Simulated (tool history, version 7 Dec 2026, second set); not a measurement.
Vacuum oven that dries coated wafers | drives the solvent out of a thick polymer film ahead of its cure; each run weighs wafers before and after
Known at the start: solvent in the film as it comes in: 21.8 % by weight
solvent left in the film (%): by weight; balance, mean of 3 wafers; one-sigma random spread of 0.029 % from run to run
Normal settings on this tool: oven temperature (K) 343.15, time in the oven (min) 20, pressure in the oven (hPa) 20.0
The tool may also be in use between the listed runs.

{"run": 1, "hour": 0.0, "oven temperature (K)": 343.15, "time in the oven (min)": 20, "pressure in the oven (hPa)": 20.0, "solvent left in the film (%)": 6.49}
{"run": 2, "hour": 31.6, "oven temperature (K)": 343.15, "time in the oven (min)": 20, "pressure in the oven (hPa)": 20.1, "solvent left in the film (%)": 6.43}
{"run": 3, "hour": 64.1, "oven temperature (K)": 343.15, "time in the oven (min)": 22, "pressure in the oven (hPa)": 20.0, "solvent left in the film (%)": 5.99}
{"run": 4, "hour": 111.1, "oven temperature (K)": 343.15, "time in the oven (min)": 22, "pressure in the oven (hPa)": 20.0, "solvent left in the film (%)": 6.0}
{"run": 5, "hour": 146.6, "oven temperature (K)": 343.15, "time in the oven (min)": 22, "pressure in the oven (hPa)": 20.0, "solvent left in the film (%)": 6.02}
{"run": 6, "hour": 176.0, "oven temperature (K)": 343.15, "time in the oven (min)": 11, "pressure in the oven (hPa)": 20.0, "solvent left in the film (%)": 9.7}
{"run": 7, "hour": 199.4, "oven temperature (K)": 343.15, "time in the oven (min)": 11, "pressure in the oven (hPa)": 20.0, "solvent left in the film (%)": 9.79}
{"run": 8, "hour": 239.7, "oven temperature (K)": 343.15, "time in the oven (min)": 11, "pressure in the oven (hPa)": 20.0, "solvent left in the film (%)": 9.75}
{"run": 9, "hour": 271.5, "oven temperature (K)": 343.15, "time in the oven (min)": 11, "pressure in the oven (hPa)": 20.0, "solvent left in the film (%)": 9.67}
{"run": 10, "hour": 306.9, "oven temperature (K)": 343.15, "time in the oven (min)": 20, "pressure in the oven (hPa)": 20.0, "solvent left in the film (%)": 6.49}
{"run": 11, "hour": 333.2, "oven temperature (K)": 343.15, "time in the oven (min)": 23, "pressure in the oven (hPa)": 20.0, "solvent left in the film (%)": 5.77}
{"run": 12, "hour": 354.5, "oven temperature (K)": 343.15, "time in the oven (min)": 14, "pressure in the oven (hPa)": 20.0, "solvent left in the film (%)": 8.37}
{"run": 13, "hour": 380.9, "oven temperature (K)": 343.15, "time in the oven (min)": 14, "pressure in the oven (hPa)": 20.0, "solvent left in the film (%)": 8.32}
{"run": 14, "hour": 406.1, "oven temperature (K)": 343.15, "time in the oven (min)": 14, "pressure in the oven (hPa)": 20.0, "solvent left in the film (%)": 8.41}
{"run": 15, "hour": 451.5, "oven temperature (K)": 343.15, "time in the oven (min)": 20, "pressure in the oven (hPa)": 20.0, "solvent left in the film (%)": 6.46}
{"run": 16, "hour": 486.4, "oven temperature (K)": 343.15, "time in the oven (min)": 20, "pressure in the oven (hPa)": 20.0, "solvent left in the film (%)": 6.46}
{"run": 17, "hour": 516.3, "oven temperature (K)": 343.15, "time in the oven (min)": 34, "pressure in the oven (hPa)": 20.0, "solvent left in the film (%)": 4.24}
{"run": 18, "hour": 559.6, "oven temperature (K)": 343.15, "time in the oven (min)": 34, "pressure in the oven (hPa)": 20.0, "solvent left in the film (%)": 4.22}
{"run": 19, "hour": 598.9, "oven temperature (K)": 343.15, "time in the oven (min)": 34, "pressure in the oven (hPa)": 20.0, "solvent left in the film (%)": 4.21}
{"run": 20, "hour": 646.3, "oven temperature (K)": 343.15, "time in the oven (min)": 34, "pressure in the oven (hPa)": 20.0, "solvent left in the film (%)": 4.23}
{"run": 21, "hour": 692.2, "oven temperature (K)": 334.15, "time in the oven (min)": 12, "pressure in the oven (hPa)": 11.9, "solvent left in the film (%)": 12.29}
{"run": 22, "hour": 729.6, "oven temperature (K)": 334.15, "time in the oven (min)": 12, "pressure in the oven (hPa)": 54.2, "solvent left in the film (%)": 16.91}
{"run": 23, "hour": 753.7, "oven temperature (K)": 334.15, "time in the oven (min)": 12, "pressure in the oven (hPa)": 54.2, "solvent left in the film (%)": 16.71}
{"run": 24, "hour": 776.7, "oven temperature (K)": 334.15, "time in the oven (min)": 12, "pressure in the oven (hPa)": 54.2, "solvent left in the film (%)": 16.71}
{"run": 25, "hour": 821.8, "oven temperature (K)": 334.15, "time in the oven (min)": 12, "pressure in the oven (hPa)": 54.2, "solvent left in the film (%)": 16.82}
{"run": 26, "hour": 860.1, "oven temperature (K)": 334.15, "time in the oven (min)": 12, "pressure in the oven (hPa)": 69.4, "solvent left in the film (%)": 18.46}
{"run": 27, "hour": 890.5, "oven temperature (K)": 342.15, "time in the oven (min)": 30, "pressure in the oven (hPa)": 44.7, "solvent left in the film (%)": 8.35}
{"run": 28, "hour": 936.2, "oven temperature (K)": 342.15, "time in the oven (min)": 30, "pressure in the oven (hPa)": 44.7, "solvent left in the film (%)": 8.31}
{"run": 29, "hour": 983.6, "oven temperature (K)": 343.15, "time in the oven (min)": 20, "pressure in the oven (hPa)": 20.8, "solvent left in the film (%)": 6.43}
{"run": 30, "hour": 1030.5, "oven temperature (K)": 343.15, "time in the oven (min)": 20, "pressure in the oven (hPa)": 20.8, "solvent left in the film (%)": 6.45}
{"run": 31, "hour": 1073.2, "oven temperature (K)": 343.15, "time in the oven (min)": 19, "pressure in the oven (hPa)": 14.1, "solvent left in the film (%)": 5.87}
{"run": 32, "hour": 1096.4, "oven temperature (K)": 343.15, "time in the oven (min)": 19, "pressure in the oven (hPa)": 14.1, "solvent left in the film (%)": 5.94}
{"run": 33, "hour": 1121.7, "oven temperature (K)": 343.15, "time in the oven (min)": 14, "pressure in the oven (hPa)": 20.0, "solvent left in the film (%)": 8.24}
{"run": 34, "hour": 1169.8, "oven temperature (K)": 352.15, "time in the oven (min)": 32, "pressure in the oven (hPa)": 20.0, "solvent left in the film (%)": 2.26}
{"run": 35, "hour": 1200.5, "oven temperature (K)": 353.15, "time in the oven (min)": 14, "pressure in the oven (hPa)": 12.7, "solvent left in the film (%)": 3.47}
{"run": 36, "hour": 1238.9, "oven temperature (K)": 356.15, "time in the oven (min)": 14, "pressure in the oven (hPa)": 50.2, "solvent left in the film (%)": 5.6}
{"run": 37, "hour": 1275.3, "oven temperature (K)": 343.15, "time in the oven (min)": 35, "pressure in the oven (hPa)": 10.5, "solvent left in the film (%)": 2.72}
{"run": 38, "hour": 1315.9, "oven temperature (K)": 343.15, "time in the oven (min)": 35, "pressure in the oven (hPa)": 10.5, "solvent left in the film (%)": 2.68}
{"run": 39, "hour": 1341.7, "oven temperature (K)": 343.15, "time in the oven (min)": 35, "pressure in the oven (hPa)": 10.5, "solvent left in the film (%)": 2.73}

Put back what was entered between runs (2 entries, withheld): which listed runs does each sit between, and how does the hidden state differ from the listed run before to the listed run after?
Between runs 20 and 21: vacuum gauge cleaned of residue and calibrated (hour 651.4)
  true wafer temperature over the reading, C: 1.26 -> 1.28; true pressure over the reading, kPa: 0.051 -> 0.08
  measured minus no-state result, solvent left in the film (%): -0.35 -> -0.40
Between runs 22 and 23: vacuum gauge cleaned of residue and calibrated, once more (hour 735.3)
  true wafer temperature over the reading, C: 1.29 -> 1.3; true pressure over the reading, kPa: 0.083 -> 0.002
  measured minus no-state result, solvent left in the film (%): -0.46 -> -0.56

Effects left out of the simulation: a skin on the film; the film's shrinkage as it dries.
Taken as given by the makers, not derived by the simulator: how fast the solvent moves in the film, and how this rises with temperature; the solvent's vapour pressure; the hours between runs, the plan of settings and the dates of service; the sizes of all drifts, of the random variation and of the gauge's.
